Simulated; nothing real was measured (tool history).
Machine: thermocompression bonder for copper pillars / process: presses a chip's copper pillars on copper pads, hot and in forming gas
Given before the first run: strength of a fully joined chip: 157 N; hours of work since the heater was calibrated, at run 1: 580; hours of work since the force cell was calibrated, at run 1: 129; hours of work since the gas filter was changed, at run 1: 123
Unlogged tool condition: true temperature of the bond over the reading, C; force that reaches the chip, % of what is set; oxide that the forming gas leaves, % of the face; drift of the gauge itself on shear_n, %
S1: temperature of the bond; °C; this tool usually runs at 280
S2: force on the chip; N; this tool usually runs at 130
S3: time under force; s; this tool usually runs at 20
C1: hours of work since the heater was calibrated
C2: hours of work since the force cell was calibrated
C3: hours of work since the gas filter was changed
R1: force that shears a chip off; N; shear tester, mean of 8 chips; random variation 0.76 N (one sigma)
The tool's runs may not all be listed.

run 1 hour=0 | S1=280 S2=130 S3=20 | C1=580 C2=129 C3=123 | R1=56.7
run 2 hour=8.8 | S1=280 S2=130 S3=20 | C1=584 C2=132 C3=126 | R1=57.4
run 3 hour=18 | S1=280 S2=130 S3=20 | C1=587 C2=136 C3=130 | R1=57.8
run 4 hour=27.2 | S1=298 S2=130 S3=20 | C1=591 C2=140 C3=134 | R1=71.1
run 5 hour=34.9 | S1=298 S2=130 S3=20 | C1=594 C2=143 C3=137 | R1=71.7
run 6 hour=40.7 | S1=280 S2=130 S3=20 | C1=597 C2=145 C3=140 | R1=57.3
run 7 hour=51.3 | S1=296 S2=130 S3=20 | C1=601 C2=150 C3=144 | R1=69
run 8 hour=56.4 | S1=285 S2=130 S3=20 | C1=603 C2=152 C3=146 | R1=59.9
run 9 hour=62.1 | S1=285 S2=130 S3=20 | C1=606 C2=154 C3=148 | R1=61.3
run 10 hour=72.7 | S1=280 S2=92 S3=20 | C1=610 C2=159 C3=153 | R1=44.2
-- hour=74.9 forming gas filter changed
run 11 hour=82.1 | S1=280 S2=171 S3=20 | C1=614 C2=162 C3=3 | R1=68.5
run 12 hour=91.1 | S1=280 S2=194 S3=20 | C1=618 C2=166 C3=7 | R1=73.5
run 13 hour=99.6 | S1=280 S2=194 S3=20 | C1=621 C2=170 C3=10 | R1=74
run 14 hour=108.7 | S1=280 S2=194 S3=20 | C1=625 C2=173 C3=14 | R1=73.8
run 15 hour=118 | S1=265 S2=100 S3=20 | C1=629 C2=177 C3=18 | R1=38.4
run 16 hour=124.1 | S1=289 S2=166 S3=15 | C1=631 C2=180 C3=20 | R1=66.2
run 17 hour=128.8 | S1=289 S2=166 S3=15 | C1=633 C2=182 C3=22 | R1=66.4
run 18 hour=134.1 | S1=289 S2=166 S3=15 | C1=635 C2=184 C3=25 | R1=67.4
run 19 hour=142.1 | S1=289 S2=166 S3=15 | C1=639 C2=187 C3=28 | R1=66.9
run 20 hour=151.9 | S1=289 S2=166 S3=15 | C1=643 C2=191 C3=32 | R1=66.2
run 21 hour=157.7 | S1=296 S2=130 S3=20 | C1=645 C2=194 C3=34 | R1=69.7
run 22 hour=163.9 | S1=296 S2=85 S3=24 | C1=648 C2=196 C3=37 | R1=57.3
run 23 hour=169.9 | S1=296 S2=85 S3=24 | C1=650 C2=199 C3=39 | R1=57.2

Alternative continuations, all from the tool just after run 23; predict every row:
run A hour=175.5 | S1=307 S2=87 S3=11 | C1=653 C2=201 C3=42 | R1=?
run B hour=175.5 | S1=280 S2=193 S3=53 | C1=653 C2=201 C3=42 | R1=?
run C hour=175.5 | S1=296 S2=88 S3=24 | C1=653 C2=201 C3=42 | R1=?

run=A R1=47.8
run=B R1=98.7
run=C R1=58
Had the tool no hidden state, the same runs would have come out as:
run=A R1=48
run=B R1=98.9
run=C R1=58.2
